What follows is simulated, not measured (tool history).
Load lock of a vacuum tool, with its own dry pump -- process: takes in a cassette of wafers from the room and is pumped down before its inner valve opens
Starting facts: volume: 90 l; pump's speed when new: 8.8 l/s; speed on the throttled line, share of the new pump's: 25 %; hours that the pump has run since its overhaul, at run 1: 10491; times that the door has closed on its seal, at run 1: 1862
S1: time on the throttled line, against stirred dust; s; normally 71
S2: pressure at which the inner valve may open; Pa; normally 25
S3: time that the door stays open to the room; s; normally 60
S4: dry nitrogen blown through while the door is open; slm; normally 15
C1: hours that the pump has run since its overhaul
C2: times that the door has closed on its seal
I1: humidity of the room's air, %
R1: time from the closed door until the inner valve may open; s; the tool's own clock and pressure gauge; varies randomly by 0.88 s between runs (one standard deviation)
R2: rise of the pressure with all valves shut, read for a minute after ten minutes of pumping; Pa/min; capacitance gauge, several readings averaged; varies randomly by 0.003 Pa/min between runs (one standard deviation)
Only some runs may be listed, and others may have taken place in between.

Run 1, hour 0.0: usual settings; C1 10491; C2 1862; I1 44.9. Result: R1 142.3 s, R2 0.028 Pa/min.
Run 2, hour 576.0: usual settings; C1 11067; C2 2552; I1 49.3. Result: R1 143.7 s, R2 0.043 Pa/min.
Run 3, hour 1170.6: usual settings; C1 11661; C2 3263; I1 48.0. Result: R1 143.7 s, R2 0.042 Pa/min.
Run 4, hour 1816.8: usual settings but S3 208 s; C1 12307; C2 4037; I1 46.9. Result: R1 144.7 s, R2 0.093 Pa/min.
Run 5, hour 2182.8: usual settings; C1 12673; C2 4475; I1 41.5. Result: R1 146.6 s, R2 0.053 Pa/min.
Run 6, hour 2622.7: usual settings; C1 13113; C2 5001; I1 50.2. Result: R1 145.5 s, R2 0.059 Pa/min.
Run 7, hour 3180.3: usual settings; C1 13671; C2 5668; I1 43.1. Result: R1 144.8 s, R2 0.061 Pa/min.
Run 8, hour 3858.6: usual settings but S2 45 Pa; C1 14349; C2 6480; I1 43.1. Result: R1 139.7 s, R2 0.065 Pa/min.
Run 9, hour 4550.9: usual settings; C1 15041; C2 7309; I1 43.5. Result: R1 146.5 s, R2 0.073 Pa/min.
Run 10, hour 5266.9: usual settings; C1 15758; C2 8166; I1 41.9. Result: R1 148.7 s, R2 0.082 Pa/min.
Run 11, hour 5601.5: usual settings; C1 16092; C2 8566; I1 42.1. Result: R1 147.5 s, R2 0.084 Pa/min.
Run 12, hour 5996.2: usual settings but S4 5 slm; C1 16487; C2 9038; I1 43.6. Result: R1 146.3 s, R2 0.104 Pa/min.
Run 13, hour 6290.1: usual settings but S1 53 s; C1 16781; C2 9390; I1 48.8. Result: R1 135.8 s, R2 0.095 Pa/min.
Run 14, hour 6611.6: usual settings but S1 53 s; C1 17102; C2 9775; I1 44.6. Result: R1 135.1 s, R2 0.100 Pa/min.
Run 15, hour 7092.1: usual settings but S1 53 s; C1 17583; C2 10350; I1 48.6. Result: R1 135.7 s, R2 0.105 Pa/min.
Run 16, hour 7479.1: usual settings but S1 53 s; C1 17970; C2 10813; I1 47.7. Result: R1 136.0 s, R2 0.106 Pa/min.
Run 17, hour 7990.1: usual settings but S1 53 s; C1 18481; C2 11425; I1 42.6. Result: R1 135.2 s, R2 0.113 Pa/min.
Run 18, hour 8517.9: usual settings but S1 53 s; C1 19008; C2 12056; I1 43.4. Result: R1 136.9 s, R2 0.117 Pa/min.
Run 19, hour 9126.5: usual settings but S4 19 slm; C1 19617; C2 12785; I1 43.7. Result: R1 149.8 s, R2 0.123 Pa/min.
Run 20, hour 9765.5: usual settings but S1 36 s, S2 34 Pa, S3 30 s, S4 7 slm; C1 20256; C2 13549; I1 48.1. Result: R1 121.3 s, R2 0.138 Pa/min.
Run 21, hour 10128.5: usual settings but S1 36 s, S2 44 Pa, S3 113 s, S4 7 slm; C1 20619; C2 13984; I1 43.9. Result: R1 119.5 s, R2 0.171 Pa/min.
Run 22, hour 10524.4: usual settings but S1 36 s, S2 22 Pa, S3 113 s, S4 5 slm; C1 21015; C2 14458; I1 45.3. Result: R1 130.4 s, R2 0.187 Pa/min.
Run 23, hour 11053.5: usual settings but S3 31 s; C1 21544; C2 15091; I1 42.9. Result: R1 151.3 s, R2 0.144 Pa/min.
Run 24, hour 11367.0: usual settings but S2 23 Pa, S3 167 s; C1 21858; C2 15466; I1 46.4. Result: R1 154.0 s, R2 0.193 Pa/min.
Run 25, hour 11856.6: usual settings but S2 41 Pa, S3 76 s; C1 22347; C2 16052; I1 48.1. Result: R1 146.3 s, R2 0.182 Pa/min.
Run 26, hour 12447.9: usual settings but S1 79 s, S2 41 Pa, S3 76 s; C1 22938; C2 16759; I1 44.7. Result: R1 153.1 s, R2 0.180 Pa/min.
At hour 12510.0: dry pump taken out, an overhauled one fitted.
Run 27, hour 12979.5: usual settings but S1 92 s, S2 24 Pa, S3 43 s, S4 6 slm; C1 469; C2 17388; I1 41.8. Result: R1 154.9 s, R2 0.192 Pa/min.
Run 28, hour 13384.9: usual settings but S1 107 s, S2 20 Pa, S3 182 s, S4 17 slm; C1 875; C2 17874; I1 46.7. Result: R1 169.2 s, R2 0.225 Pa/min.
Run 29, hour 13771.0: usual settings but S2 48 Pa; C1 1261; C2 18336; I1 44.4. Result: R1 132.9 s, R2 0.201 Pa/min.
Run 30, hour 14302.5: usual settings but S2 23 Pa, S3 169 s, S4 24 slm; C1 1792; C2 18972; I1 47.3. Result: R1 140.7 s, R2 0.231 Pa/min.
Run 31, hour 14613.3: usual settings but S1 51 s, S2 24 Pa, S3 232 s, S4 5 slm; C1 2103; C2 19344; I1 48.7. Result: R1 125.1 s, R2 0.307 Pa/min.
Run 32, hour 15100.1: usual settings but S1 91 s, S2 27 Pa, S3 73 s, S4 18 slm; C1 2590; C2 19926; I1 46.6. Result: R1 153.7 s, R2 0.228 Pa/min.
Run 33, hour 15663.4: usual settings but S1 129 s, S2 27 Pa, S3 73 s, S4 18 slm; C1 3153; C2 20601; I1 43.9. Result: R1 180.3 s, R2 0.238 Pa/min.
Run 34, hour 16341.9: usual settings but S1 129 s, S2 22 Pa, S3 73 s; C1 3832; C2 21413; I1 46.7. Result: R1 184.9 s, R2 0.253 Pa/min.
Run 35, hour 16697.1: usual settings but S1 44 s, S2 28 Pa, S3 73 s; C1 4187; C2 21838; I1 46.3. Result: R1 119.6 s, R2 0.257 Pa/min.
Run 36, hour 17098.5: usual settings but S1 56 s, S2 28 Pa, S3 189 s, S4 39 slm; C1 4589; C2 22318; I1 45.1. Result: R1 128.9 s, R2 0.272 Pa/min.
Run 37, hour 17613.9: usual settings but S1 119 s, S4 28 slm; C1 5104; C2 22935; I1 44.4. Result: R1 177.7 s, R2 0.261 Pa/min.

For each entry between runs, how does the tool's hidden state at the last listed run before it compare with that at the first listed run after it?
Runs 26 to 27: dry pump taken out, an overhauled one fitted (hour 12510.0)
  pump's speed, % of a new pump's: 82.4 -> 98.7; leak at the door's seal, Pa l/s: 0.2284 -> 0.2445
  the result without the hidden state subtracted from the measured one, R1: +13.0 -> +0.8 s; R2: +0.148 -> +0.162 Pa/min
